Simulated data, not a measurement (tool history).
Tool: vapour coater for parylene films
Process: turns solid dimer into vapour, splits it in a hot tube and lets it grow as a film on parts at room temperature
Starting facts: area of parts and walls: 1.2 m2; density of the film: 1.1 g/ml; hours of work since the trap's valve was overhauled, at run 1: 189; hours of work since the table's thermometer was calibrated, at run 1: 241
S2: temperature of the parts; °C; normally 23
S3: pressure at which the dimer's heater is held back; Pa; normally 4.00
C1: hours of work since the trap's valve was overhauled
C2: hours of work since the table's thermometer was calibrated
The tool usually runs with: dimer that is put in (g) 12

run 1 hour=0.0 | dimer_that_is_put_in_(g)=12 S2=23 S3=4.00 | C1=189 C2=241 | thickness_of_the_film_(um)=4.85
run 2 hour=19.5 | dimer_that_is_put_in_(g)=9 S2=23 S3=4.00 | C1=204 C2=256 | thickness_of_the_film_(um)=3.57
run 3 hour=36.1 | dimer_that_is_put_in_(g)=9 S2=23 S3=4.00 | C1=217 C2=269 | thickness_of_the_film_(um)=3.58
run 4 hour=57.4 | dimer_that_is_put_in_(g)=9 S2=23 S3=4.00 | C1=234 C2=285 | thickness_of_the_film_(um)=3.64
run 5 hour=83.9 | dimer_that_is_put_in_(g)=12 S2=23 S3=4.00 | C1=254 C2=305 | thickness_of_the_film_(um)=4.87
run 6 hour=100.3 | dimer_that_is_put_in_(g)=12 S2=23 S3=4.00 | C1=267 C2=318 | thickness_of_the_film_(um)=4.71
run 7 hour=121.7 | dimer_that_is_put_in_(g)=12 S2=23 S3=4.00 | C1=283 C2=334 | thickness_of_the_film_(um)=4.75
run 8 hour=134.1 | dimer_that_is_put_in_(g)=12 S2=23 S3=4.00 | C1=293 C2=344 | thickness_of_the_film_(um)=4.72
run 9 hour=159.1 | dimer_that_is_put_in_(g)=12 S2=23 S3=4.00 | C1=312 C2=363 | thickness_of_the_film_(um)=4.69
run 10 hour=177.5 | dimer_that_is_put_in_(g)=14 S2=23 S3=4.00 | C1=326 C2=377 | thickness_of_the_film_(um)=5.42
run 11 hour=196.4 | dimer_that_is_put_in_(g)=12 S2=23 S3=4.00 | C1=340 C2=392 | thickness_of_the_film_(um)=4.71
run 12 hour=209.9 | dimer_that_is_put_in_(g)=12 S2=22 S3=4.00 | C1=351 C2=402 | thickness_of_the_film_(um)=4.84
run 13 hour=229.7 | dimer_that_is_put_in_(g)=12 S2=18 S3=4.00 | C1=366 C2=417 | thickness_of_the_film_(um)=5.76
run 14 hour=247.7 | dimer_that_is_put_in_(g)=12 S2=31 S3=4.00 | C1=380 C2=431 | thickness_of_the_film_(um)=3.36
-- hour=253.7 trap's valve overhauled
run 15 hour=263.5 | dimer_that_is_put_in_(g)=12 S2=23 S3=9.39 | C1=8 C2=440 | thickness_of_the_film_(um)=3.82
run 16 hour=288.5 | dimer_that_is_put_in_(g)=12 S2=15 S3=4.00 | C1=27 C2=460 | thickness_of_the_film_(um)=5.96
run 17 hour=308.2 | dimer_that_is_put_in_(g)=5 S2=15 S3=4.00 | C1=42 C2=475 | thickness_of_the_film_(um)=2.44
run 18 hour=335.5 | dimer_that_is_put_in_(g)=5 S2=15 S3=4.00 | C1=63 C2=496 | thickness_of_the_film_(um)=2.48
-- hour=365.0 trap's valve overhauled, once more
run 19 hour=367.0 | dimer_that_is_put_in_(g)=5 S2=15 S3=4.00 | C1=2 C2=517 | thickness_of_the_film_(um)=2.94
run 20 hour=390.9 | dimer_that_is_put_in_(g)=12 S2=23 S3=4.00 | C1=20 C2=535 | thickness_of_the_film_(um)=5.08
run 21 hour=404.6 | dimer_that_is_put_in_(g)=12 S2=23 S3=4.00 | C1=30 C2=546 | thickness_of_the_film_(um)=5.05
run 22 hour=417.7 | dimer_that_is_put_in_(g)=11 S2=23 S3=4.00 | C1=40 C2=556 | thickness_of_the_film_(um)=4.67
run 23 hour=438.9 | dimer_that_is_put_in_(g)=21 S2=23 S3=4.00 | C1=57 C2=572 | thickness_of_the_film_(um)=8.88
run 24 hour=459.4 | dimer_that_is_put_in_(g)=21 S2=23 S3=4.00 | C1=73 C2=588 | thickness_of_the_film_(um)=8.79
run 25 hour=483.6 | dimer_that_is_put_in_(g)=12 S2=22 S3=4.00 | C1=91 C2=607 | thickness_of_the_film_(um)=5.34
run 26 hour=509.8 | dimer_that_is_put_in_(g)=12 S2=22 S3=4.00 | C1=111 C2=627 | thickness_of_the_film_(um)=5.26
run 27 hour=537.8 | dimer_that_is_put_in_(g)=12 S2=22 S3=4.00 | C1=133 C2=648 | thickness_of_the_film_(um)=5.13
run 28 hour=563.6 | dimer_that_is_put_in_(g)=12 S2=22 S3=4.00 | C1=153 C2=668 | thickness_of_the_film_(um)=5.11
run 29 hour=586.2 | dimer_that_is_put_in_(g)=9 S2=23 S3=5.95 | C1=170 C2=686 | thickness_of_the_film_(um)=3.43
run 30 hour=603.3 | dimer_that_is_put_in_(g)=6 S2=16 S3=6.76 | C1=183 C2=699 | thickness_of_the_film_(um)=2.96
run 31 hour=624.3 | dimer_that_is_put_in_(g)=16 S2=29 S3=2.27 | C1=199 C2=715 | thickness_of_the_film_(um)=5.54
run 32 hour=647.2 | dimer_that_is_put_in_(g)=16 S2=29 S3=2.27 | C1=217 C2=732 | thickness_of_the_film_(um)=5.50
run 33 hour=665.1 | dimer_that_is_put_in_(g)=5 S2=23 S3=8.16 | C1=231 C2=746 | thickness_of_the_film_(um)=1.86
run 34 hour=687.5 | dimer_that_is_put_in_(g)=5 S2=23 S3=8.16 | C1=248 C2=763 | thickness_of_the_film_(um)=1.78
run 35 hour=712.7 | dimer_that_is_put_in_(g)=5 S2=23 S3=8.16 | C1=267 C2=783 | thickness_of_the_film_(um)=1.82
run 36 hour=726.1 | dimer_that_is_put_in_(g)=5 S2=23 S3=8.16 | C1=278 C2=793 | thickness_of_the_film_(um)=1.77

Run 37 is up next; what results do you expect?
run 37 hour=743.7 | dimer_that_is_put_in_(g)=12 S2=23 S3=2.55 | C1=291 C2=807 | thickness_of_the_film_(um)=?

{"run 37": {"thickness of the film (um)": 5.16}}
With the hidden condition absent and the run-to-run variation left alone, this run would have shown thickness of the film (um) 5.45.

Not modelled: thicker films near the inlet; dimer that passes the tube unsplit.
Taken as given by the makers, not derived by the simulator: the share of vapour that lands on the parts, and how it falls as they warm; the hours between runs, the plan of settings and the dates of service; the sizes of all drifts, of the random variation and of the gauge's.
